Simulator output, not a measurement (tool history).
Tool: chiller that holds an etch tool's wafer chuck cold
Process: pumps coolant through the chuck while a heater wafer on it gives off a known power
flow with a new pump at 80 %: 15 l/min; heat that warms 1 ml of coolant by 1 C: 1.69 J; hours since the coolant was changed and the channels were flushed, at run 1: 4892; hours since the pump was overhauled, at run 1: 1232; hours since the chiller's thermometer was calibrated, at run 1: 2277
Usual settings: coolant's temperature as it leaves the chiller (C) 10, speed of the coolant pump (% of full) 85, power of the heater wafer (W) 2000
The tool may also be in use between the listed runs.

run	hour	coolant's temperature as it leaves the chiller (C)	speed of the coolant pump (% of full)	power of the heater wafer (W)	hours since the coolant was changed and the channels were flushed	hours since the pump was overhauled	hours since the chiller's thermometer was calibrated	chuck's temperature once it has settled (C)	how much warmer the coolant comes back (C)
1	0.0	10	85	2000	4892	1232	2277	21.2	4.52
2	44.8	4	85	2000	4936	1277	2322	15.3	4.44
3	124.2	4	85	2000	5016	1356	2402	15.0	4.54
4	209.8	4	85	2000	5101	1442	2487	15.3	4.50
5	300.2	4	85	2000	5192	1532	2578	15.1	4.54
6	375.5	4	85	2000	5267	1607	2653	15.0	4.59
7	472.7	10	85	2000	5364	1705	2750	21.4	4.65
8	526.3	10	85	2000	5418	1758	2804	21.2	4.65
9	602.1	10	85	2000	5494	1834	2880	21.2	4.64
10	655.9	10	85	2000	5548	1888	2933	21.3	4.64
11	749.5	10	85	2000	5641	1981	3027	21.1	4.70
12	818.9	10	85	2000	5711	2051	3096	21.3	4.75
13	890.7	10	85	2000	5782	2123	3168	21.1	4.74
14	971.2	10	85	2000	5863	2203	3249	21.3	4.79
15	1057.8	10	85	2000	5949	2290	3335	21.3	4.83
16	1101.9	17	86	2398	5994	2334	3379	30.2	5.59
17	1179.4	9	85	2721	6071	2411	3457	24.3	6.46
18	1276.9	5	85	1696	6169	2509	3554	14.4	4.15
# hour 1330.8: gauge calibrated
19	1334.8	5	61	1696	6226	2567	3612	17.5	5.20
20	1407.4	5	61	1696	6299	2639	3685	17.5	5.32
21	1502.4	15	85	1439	6394	2734	3780	23.1	3.29
22	1551.5	15	85	1098	6443	2783	3829	21.1	2.53
23	1640.6	11	87	2000	6532	2872	3918	22.0	4.45
24	1682.3	11	87	2000	6574	2914	3960	21.9	4.49
25	1757.3	7	99	2000	6649	2989	4035	16.7	4.03
26	1849.9	7	99	2000	6742	3082	4127	16.8	3.99
27	1891.9	10	92	2000	6783	3124	4169	20.6	4.30
28	1944.2	8	92	2486	6836	3176	4222	21.2	5.32
29	2006.8	8	92	2486	6898	3239	4284	21.2	5.39

Forecast each of these 3 alternatives for the next run:
A	2053.3	6	90	1661	6945	3285	4331	?	?
B	2053.3	8	92	2853	6945	3285	4331	?	?
C	2053.3	4	86	2486	6945	3285	4331	?	?

run	chuck's temperature once it has settled (C)	how much warmer the coolant comes back (C)
A	14.8	3.70
B	22.8	6.17
C	17.7	5.77
Without the tool's hidden state the same runs would have given:
run	chuck's temperature once it has settled (C)	how much warmer the coolant comes back (C)
A	14.8	3.48
B	22.8	5.95
C	17.6	5.55
